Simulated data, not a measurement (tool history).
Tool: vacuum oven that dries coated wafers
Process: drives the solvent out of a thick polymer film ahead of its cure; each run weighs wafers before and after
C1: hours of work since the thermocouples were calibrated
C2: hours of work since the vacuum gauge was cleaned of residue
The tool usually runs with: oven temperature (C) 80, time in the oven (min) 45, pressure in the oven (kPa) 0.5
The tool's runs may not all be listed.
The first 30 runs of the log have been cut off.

{"run": 31, "hour": 949.6, "oven temperature (C)": 80, "time in the oven (min)": 62, "pressure in the oven (kPa)": 1.427, "C1": 870, "C2": 2033, "solvent left in the film (%)": 3.16}
{"run": 32, "hour": 985.6, "oven temperature (C)": 75, "time in the oven (min)": 34, "pressure in the oven (kPa)": 1.675, "C1": 897, "C2": 2060, "solvent left in the film (%)": 9.36}
{"run": 33, "hour": 1027.6, "oven temperature (C)": 78, "time in the oven (min)": 45, "pressure in the oven (kPa)": 0.5, "C1": 929, "C2": 2092, "solvent left in the film (%)": 5.39}
{"run": 34, "hour": 1051.6, "oven temperature (C)": 78, "time in the oven (min)": 23, "pressure in the oven (kPa)": 0.5, "C1": 947, "C2": 2110, "solvent left in the film (%)": 9.75}
{"run": 35, "hour": 1073.9, "oven temperature (C)": 92, "time in the oven (min)": 71, "pressure in the oven (kPa)": 1.795, "C1": 964, "C2": 2127, "solvent left in the film (%)": 0.96}
{"run": 36, "hour": 1116.8, "oven temperature (C)": 80, "time in the oven (min)": 55, "pressure in the oven (kPa)": 0.328, "C1": 996, "C2": 2159, "solvent left in the film (%)": 3.11}
{"run": 37, "hour": 1137.8, "oven temperature (C)": 91, "time in the oven (min)": 50, "pressure in the oven (kPa)": 0.276, "C1": 1012, "C2": 2175, "solvent left in the film (%)": 0.63}
{"run": 38, "hour": 1182.2, "oven temperature (C)": 91, "time in the oven (min)": 39, "pressure in the oven (kPa)": 0.276, "C1": 1046, "C2": 2209, "solvent left in the film (%)": 1.12}
{"run": 39, "hour": 1219.8, "oven temperature (C)": 91, "time in the oven (min)": 39, "pressure in the oven (kPa)": 0.276, "C1": 1074, "C2": 2237, "solvent left in the film (%)": 1.07}
{"run": 40, "hour": 1239.2, "oven temperature (C)": 68, "time in the oven (min)": 74, "pressure in the oven (kPa)": 1.661, "C1": 1089, "C2": 2252, "solvent left in the film (%)": 8.29}
{"run": 41, "hour": 1281.4, "oven temperature (C)": 68, "time in the oven (min)": 74, "pressure in the oven (kPa)": 1.661, "C1": 1121, "C2": 2284, "solvent left in the film (%)": 8.29}
{"run": 42, "hour": 1302.8, "oven temperature (C)": 68, "time in the oven (min)": 74, "pressure in the oven (kPa)": 1.661, "C1": 1137, "C2": 2300, "solvent left in the film (%)": 8.29}
{"run": 43, "hour": 1343.2, "oven temperature (C)": 80, "time in the oven (min)": 32, "pressure in the oven (kPa)": 0.516, "C1": 1167, "C2": 2330, "solvent left in the film (%)": 6.5}
{"run": 44, "hour": 1366.5, "oven temperature (C)": 80, "time in the oven (min)": 32, "pressure in the oven (kPa)": 0.516, "C1": 1185, "C2": 2348, "solvent left in the film (%)": 6.46}
{"run": 45, "hour": 1390.0, "oven temperature (C)": 80, "time in the oven (min)": 47, "pressure in the oven (kPa)": 0.822, "C1": 1203, "C2": 2366, "solvent left in the film (%)": 4.18}
{"run": 46, "hour": 1415.1, "oven temperature (C)": 69, "time in the oven (min)": 37, "pressure in the oven (kPa)": 1.397, "C1": 1222, "C2": 2385, "solvent left in the film (%)": 11.94}

Each row is a separate what-if for the run after 46, all from the same tool condition, not one after another. Results?
{"run": "A", "hour": 1455.5, "oven temperature (C)": 69, "time in the oven (min)": 40, "pressure in the oven (kPa)": 1.397, "C1": 1252, "C2": 2415, "solvent left in the film (%)": "?"}
{"run": "B", "hour": 1455.5, "oven temperature (C)": 89, "time in the oven (min)": 72, "pressure in the oven (kPa)": 1.004, "C1": 1252, "C2": 2415, "solvent left in the film (%)": "?"}
{"run": "C", "hour": 1455.5, "oven temperature (C)": 80, "time in the oven (min)": 23, "pressure in the oven (kPa)": 0.5, "C1": 1252, "C2": 2415, "solvent left in the film (%)": "?"}
{"run": "D", "hour": 1455.5, "oven temperature (C)": 79, "time in the oven (min)": 57, "pressure in the oven (kPa)": 0.5, "C1": 1252, "C2": 2415, "solvent left in the film (%)": "?"}
{"run": "E", "hour": 1455.5, "oven temperature (C)": 93, "time in the oven (min)": 24, "pressure in the oven (kPa)": 1.397, "C1": 1252, "C2": 2415, "solvent left in the film (%)": "?"}

run=A solvent_left_in_the_film_(%)=11.37
run=B solvent_left_in_the_film_(%)=0.66
run=C solvent_left_in_the_film_(%)=8.82
run=D solvent_left_in_the_film_(%)=3.42
run=E solvent_left_in_the_film_(%)=2.84
Without the tool's hidden state the same runs would have given:
run=A solvent_left_in_the_film_(%)=12.06
run=B solvent_left_in_the_film_(%)=0.63
run=C solvent_left_in_the_film_(%)=9.6
run=D solvent_left_in_the_film_(%)=3.99
run=E solvent_left_in_the_film_(%)=3.34
